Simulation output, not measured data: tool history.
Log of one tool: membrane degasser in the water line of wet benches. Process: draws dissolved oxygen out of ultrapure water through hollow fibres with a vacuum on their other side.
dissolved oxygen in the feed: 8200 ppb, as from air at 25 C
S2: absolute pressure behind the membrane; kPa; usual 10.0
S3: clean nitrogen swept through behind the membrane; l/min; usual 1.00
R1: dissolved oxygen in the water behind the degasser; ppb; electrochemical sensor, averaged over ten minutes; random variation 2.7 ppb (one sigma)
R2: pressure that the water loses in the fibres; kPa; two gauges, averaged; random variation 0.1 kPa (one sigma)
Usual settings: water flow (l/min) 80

Run 1, hour 0.0: usual settings. Result: R1 864.3 ppb, R2 29.66 kPa.
Run 2, hour 26.6: usual settings. Result: R1 857.6 ppb, R2 29.61 kPa.
Run 3, hour 70.0: usual settings. Result: R1 864.7 ppb, R2 29.83 kPa.
Run 4, hour 122.0: usual settings but water flow (l/min) 104. Result: R1 1020.2 ppb, R2 38.47 kPa.
Run 5, hour 167.7: usual settings but water flow (l/min) 104. Result: R1 1024.0 ppb, R2 38.79 kPa.
Run 6, hour 217.6: usual settings but S2 23.7 kPa. Result: R1 2217.2 ppb, R2 29.48 kPa.
Run 7, hour 267.7: usual settings but S2 23.7 kPa. Result: R1 2217.6 ppb, R2 29.65 kPa.
Run 8, hour 313.3: usual settings but S2 23.7 kPa. Result: R1 2213.9 ppb, R2 29.69 kPa.
Run 9, hour 345.4: usual settings but water flow (l/min) 79. Result: R1 859.5 ppb, R2 29.32 kPa.
Run 10, hour 397.3: usual settings. Result: R1 863.5 ppb, R2 29.86 kPa.
Run 11, hour 440.6: usual settings. Result: R1 866.4 ppb, R2 29.73 kPa.
Run 12, hour 474.7: usual settings. Result: R1 866.9 ppb, R2 29.88 kPa.
Run 13, hour 506.4: usual settings but S2 22.3 kPa. Result: R1 2097.6 ppb, R2 29.82 kPa.
Run 14, hour 535.8: usual settings but S2 7.6 kPa. Result: R1 587.1 ppb, R2 29.71 kPa.
Run 15, hour 588.4: usual settings but water flow (l/min) 75. Result: R1 833.0 ppb, R2 27.86 kPa.
Run 16, hour 624.4: usual settings. Result: R1 873.4 ppb, R2 29.73 kPa.
Run 17, hour 668.6: usual settings but S2 22.4 kPa. Result: R1 2111.1 ppb, R2 29.81 kPa.
Run 18, hour 695.4: usual settings but S2 14.0 kPa, S3 2.04 l/min. Result: R1 803.3 ppb, R2 29.94 kPa.
Run 19, hour 744.5: usual settings but water flow (l/min) 78, S2 24.3 kPa, S3 2.56 l/min. Result: R1 1195.6 ppb, R2 29.09 kPa.
Run 20, hour 779.6: usual settings but water flow (l/min) 104, S2 6.5 kPa, S3 0.94 l/min. Result: R1 560.8 ppb, R2 38.78 kPa.
Run 21, hour 802.9: usual settings but water flow (l/min) 92, S3 0.48 l/min. Result: R1 1402.4 ppb, R2 34.31 kPa.
Run 22, hour 829.4: usual settings but water flow (l/min) 52, S3 1.22 l/min. Result: R1 563.3 ppb, R2 19.46 kPa.
Run 23, hour 859.2: usual settings but water flow (l/min) 75, S3 2.65 l/min. Result: R1 409.4 ppb, R2 28.20 kPa.
Run 24, hour 906.7: usual settings but water flow (l/min) 75, S3 2.65 l/min. Result: R1 409.9 ppb, R2 27.92 kPa.
Run 25, hour 941.6: usual settings but water flow (l/min) 75, S3 2.65 l/min. Result: R1 407.0 ppb, R2 28.02 kPa.
Run 26, hour 968.7: usual settings but water flow (l/min) 75, S3 2.65 l/min. Result: R1 409.5 ppb, R2 27.94 kPa.
Run 27, hour 1019.7: usual settings but water flow (l/min) 49, S2 16.1 kPa, S3 2.34 l/min. Result: R1 574.9 ppb, R2 18.40 kPa.
At hour 1030.9: seals of the vacuum lines changed.
Run 28, hour 1054.0: usual settings but water flow (l/min) 127, S2 16.1 kPa, S3 2.34 l/min. Result: R1 1205.4 ppb, R2 47.35 kPa.
Run 29, hour 1105.7: usual settings but water flow (l/min) 107, S2 16.1 kPa, S3 2.34 l/min. Result: R1 1064.3 ppb, R2 39.89 kPa.
Run 30, hour 1138.5: usual settings but water flow (l/min) 121, S2 16.6 kPa, S3 1.66 l/min. Result: R1 1497.6 ppb, R2 45.25 kPa.
Run 31, hour 1176.2: usual settings but water flow (l/min) 121, S2 16.6 kPa, S3 1.66 l/min. Result: R1 1492.9 ppb, R2 45.51 kPa.
Run 32, hour 1206.1: usual settings but water flow (l/min) 121, S2 16.6 kPa, S3 1.66 l/min. Result: R1 1499.5 ppb, R2 45.16 kPa.
Run 33, hour 1258.2: usual settings but water flow (l/min) 121, S2 16.6 kPa, S3 1.66 l/min. Result: R1 1506.6 ppb, R2 45.18 kPa.

Hidden state or all else? Some run-to-run changes of R1, split into what the settings, what came in and random variation would give without the hidden state, and what is left for the hidden state (with any gauge scatter that isn't in both results):
The hidden state here: membrane still open, %; true pressure behind the membrane over the reading, kPa; air that leaks in behind the membrane, l/min; drift of the gauge itself on oxygen_ppb, %; drift of the gauge itself on loss_of_pressure_kpa, %.
Run 5 -> 6: water flow (l/min) 104 -> 80, S2 10.0 -> 23.7. R1 +1193.2 ppb: hidden state -9.8, all else +1203.0.
Run 8 -> 9: water flow (l/min) 80 -> 79, S2 23.7 -> 10.0. R1 -1354.4 ppb: hidden state +7.4, all else -1361.8.
Run 13 -> 14: S2 22.3 -> 7.6. R1 -1510.5 ppb: hidden state +9.3, all else -1519.8.
Run 17 -> 18: S2 22.4 -> 14.0, S3 1.00 -> 2.04. R1 -1307.8 ppb: hidden state -1.2, all else -1306.6.
Run 19 -> 20: water flow (l/min) 78 -> 104, S2 24.3 -> 6.5, S3 2.56 -> 0.94. R1 -634.8 ppb: hidden state +21.8, all else -656.6.
Run 21 -> 22: water flow (l/min) 92 -> 52, S3 0.48 -> 1.22. R1 -839.1 ppb: hidden state -17.6, all else -821.5.

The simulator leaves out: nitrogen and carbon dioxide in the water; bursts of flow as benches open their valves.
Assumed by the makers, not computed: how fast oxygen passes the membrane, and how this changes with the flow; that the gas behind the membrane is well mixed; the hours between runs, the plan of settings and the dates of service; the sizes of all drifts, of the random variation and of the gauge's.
